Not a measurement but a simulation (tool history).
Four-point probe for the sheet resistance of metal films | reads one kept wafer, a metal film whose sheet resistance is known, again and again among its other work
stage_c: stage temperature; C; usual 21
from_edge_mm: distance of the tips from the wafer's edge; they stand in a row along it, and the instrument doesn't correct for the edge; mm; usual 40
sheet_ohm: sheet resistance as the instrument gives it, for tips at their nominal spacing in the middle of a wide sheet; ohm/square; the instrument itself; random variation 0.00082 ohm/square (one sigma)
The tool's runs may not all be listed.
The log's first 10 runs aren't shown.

run,hour,stage_c,from_edge_mm,sheet_ohm
# hour 125.1: stage's thermometer calibrated
11,128.2,21,11,4.110799
12,146.6,19,40,4.093137
13,160.9,19,40,4.092733
14,177.5,21,40,4.093617
15,185.7,21,40,4.094009
16,194.2,21,40,4.093118
17,203.5,29,40,4.090562
18,221.7,19,3,4.322488
19,239.6,35,9,4.115986
20,248.5,35,9,4.116374
21,263.9,32,9,4.117364
22,278.6,23,9,4.117755
23,295.7,24,11,4.109223
24,304.3,24,11,4.109624
25,313.4,35,54,4.090884
26,331.6,35,54,4.0898
27,345.5,19,4,4.223983
28,357.9,22,69,4.091159
29,370.9,22,69,4.09007
30,388.8,20,39,4.091407
31,400.7,23,39,4.092573
32,410.6,26,4,4.224679
33,427.4,30,63,4.089651
34,438.5,19,30,4.092741

4 ways to go on from here, each from the tool as it stands after run 34. What would each give?
A,453.2,22,11,?
B,453.2,32,30,?
C,453.2,19,3,?
D,453.2,27,69,?

run,sheet_ohm
A,4.108251
B,4.090458
C,4.321932
D,4.089897
Without the tool's hidden state the same runs would have given:
run,sheet_ohm
A,4.125316
B,4.107486
C,4.339792
D,4.106908
